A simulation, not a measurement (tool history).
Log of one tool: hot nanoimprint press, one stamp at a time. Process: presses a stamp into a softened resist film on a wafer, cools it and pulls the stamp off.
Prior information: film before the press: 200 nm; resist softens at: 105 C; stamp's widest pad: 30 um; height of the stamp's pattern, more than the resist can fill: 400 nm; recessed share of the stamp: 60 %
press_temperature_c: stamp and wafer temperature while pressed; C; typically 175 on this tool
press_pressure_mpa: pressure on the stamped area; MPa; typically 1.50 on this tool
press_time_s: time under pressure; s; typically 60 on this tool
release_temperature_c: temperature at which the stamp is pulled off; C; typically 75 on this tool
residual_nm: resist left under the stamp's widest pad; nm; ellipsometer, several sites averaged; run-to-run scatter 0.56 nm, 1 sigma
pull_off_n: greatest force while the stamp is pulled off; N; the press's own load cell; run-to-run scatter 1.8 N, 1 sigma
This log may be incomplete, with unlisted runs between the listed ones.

run 1 hour=0.0 | press_temperature_c=175 press_pressure_mpa=1.50 press_time_s=60 release_temperature_c=75 | residual_nm=69.1 pull_off_n=174
run 2 hour=4.2 | press_temperature_c=175 press_pressure_mpa=1.50 press_time_s=60 release_temperature_c=75 | residual_nm=68.9 pull_off_n=175
run 3 hour=12.3 | press_temperature_c=175 press_pressure_mpa=1.50 press_time_s=60 release_temperature_c=75 | residual_nm=69.5 pull_off_n=172
run 4 hour=18.5 | press_temperature_c=175 press_pressure_mpa=1.50 press_time_s=60 release_temperature_c=75 | residual_nm=67.7 pull_off_n=176
run 5 hour=23.4 | press_temperature_c=175 press_pressure_mpa=1.50 press_time_s=60 release_temperature_c=75 | residual_nm=68.8 pull_off_n=177
run 6 hour=29.6 | press_temperature_c=175 press_pressure_mpa=1.50 press_time_s=60 release_temperature_c=78 | residual_nm=68.1 pull_off_n=162
run 7 hour=37.9 | press_temperature_c=175 press_pressure_mpa=1.50 press_time_s=60 release_temperature_c=78 | residual_nm=68.9 pull_off_n=161
run 8 hour=45.4 | press_temperature_c=175 press_pressure_mpa=1.50 press_time_s=46 release_temperature_c=75 | residual_nm=76.4 pull_off_n=171
run 9 hour=49.2 | press_temperature_c=175 press_pressure_mpa=1.50 press_time_s=46 release_temperature_c=75 | residual_nm=76.1 pull_off_n=176
run 10 hour=53.7 | press_temperature_c=175 press_pressure_mpa=1.50 press_time_s=46 release_temperature_c=75 | residual_nm=75.8 pull_off_n=175
-- hour=58.9 plate thermocouple calibrated
run 11 hour=62.7 | press_temperature_c=175 press_pressure_mpa=1.50 press_time_s=46 release_temperature_c=75 | residual_nm=81.9 pull_off_n=183
run 12 hour=68.8 | press_temperature_c=175 press_pressure_mpa=1.87 press_time_s=60 release_temperature_c=75 | residual_nm=66.2 pull_off_n=182
run 13 hour=77.2 | press_temperature_c=175 press_pressure_mpa=1.87 press_time_s=60 release_temperature_c=75 | residual_nm=66.4 pull_off_n=179
run 14 hour=82.1 | press_temperature_c=175 press_pressure_mpa=1.50 press_time_s=60 release_temperature_c=64 | residual_nm=73.6 pull_off_n=235
run 15 hour=89.4 | press_temperature_c=175 press_pressure_mpa=1.50 press_time_s=60 release_temperature_c=64 | residual_nm=74.3 pull_off_n=235
run 16 hour=97.1 | press_temperature_c=179 press_pressure_mpa=1.50 press_time_s=60 release_temperature_c=64 | residual_nm=61.0 pull_off_n=235
run 17 hour=103.0 | press_temperature_c=167 press_pressure_mpa=1.34 press_time_s=60 release_temperature_c=75 | residual_nm=112.1 pull_off_n=180
run 18 hour=111.7 | press_temperature_c=186 press_pressure_mpa=1.75 press_time_s=96 release_temperature_c=63 | residual_nm=33.5 pull_off_n=239
run 19 hour=120.3 | press_temperature_c=186 press_pressure_mpa=1.75 press_time_s=96 release_temperature_c=63 | residual_nm=32.8 pull_off_n=242
run 20 hour=128.2 | press_temperature_c=186 press_pressure_mpa=1.75 press_time_s=78 release_temperature_c=63 | residual_nm=36.0 pull_off_n=238
run 21 hour=133.3 | press_temperature_c=179 press_pressure_mpa=1.75 press_time_s=78 release_temperature_c=68 | residual_nm=49.2 pull_off_n=215
run 22 hour=140.5 | press_temperature_c=175 press_pressure_mpa=1.04 press_time_s=78 release_temperature_c=64 | residual_nm=80.3 pull_off_n=238
run 23 hour=148.4 | press_temperature_c=186 press_pressure_mpa=1.50 press_time_s=60 release_temperature_c=75 | residual_nm=43.6 pull_off_n=185
run 24 hour=154.6 | press_temperature_c=186 press_pressure_mpa=1.50 press_time_s=60 release_temperature_c=75 | residual_nm=44.0 pull_off_n=186
run 25 hour=163.0 | press_temperature_c=175 press_pressure_mpa=1.50 press_time_s=106 release_temperature_c=76 | residual_nm=58.1 pull_off_n=178
run 26 hour=169.5 | press_temperature_c=175 press_pressure_mpa=1.95 press_time_s=65 release_temperature_c=75 | residual_nm=60.8 pull_off_n=186
run 27 hour=177.5 | press_temperature_c=175 press_pressure_mpa=1.50 press_time_s=60 release_temperature_c=77 | residual_nm=72.7 pull_off_n=174
run 28 hour=185.6 | press_temperature_c=172 press_pressure_mpa=1.96 press_time_s=60 release_temperature_c=72 | residual_nm=73.4 pull_off_n=202
run 29 hour=193.0 | press_temperature_c=172 press_pressure_mpa=1.27 press_time_s=40 release_temperature_c=72 | residual_nm=105.7 pull_off_n=199

Alternative continuations, all from the tool just after run 29; predict every row:
run A hour=199.2 | press_temperature_c=169 press_pressure_mpa=1.27 press_time_s=99 release_temperature_c=72 | residual_nm=? pull_off_n=?
run B hour=199.2 | press_temperature_c=179 press_pressure_mpa=1.27 press_time_s=40 release_temperature_c=73 | residual_nm=? pull_off_n=?
run C hour=199.2 | press_temperature_c=172 press_pressure_mpa=1.50 press_time_s=60 release_temperature_c=75 | residual_nm=? pull_off_n=?
run D hour=199.2 | press_temperature_c=175 press_pressure_mpa=1.32 press_time_s=57 release_temperature_c=71 | residual_nm=? pull_off_n=?

run=A residual_nm=88.2 pull_off_n=195
run=B residual_nm=76.6 pull_off_n=193
run=C residual_nm=83.9 pull_off_n=183
run=D residual_nm=79.6 pull_off_n=204
Without the tool's hidden state the same runs would have given:
run=A residual_nm=89.0 pull_off_n=189
run=B residual_nm=77.2 pull_off_n=187
run=C residual_nm=84.6 pull_off_n=178
run=D residual_nm=80.3 pull_off_n=198
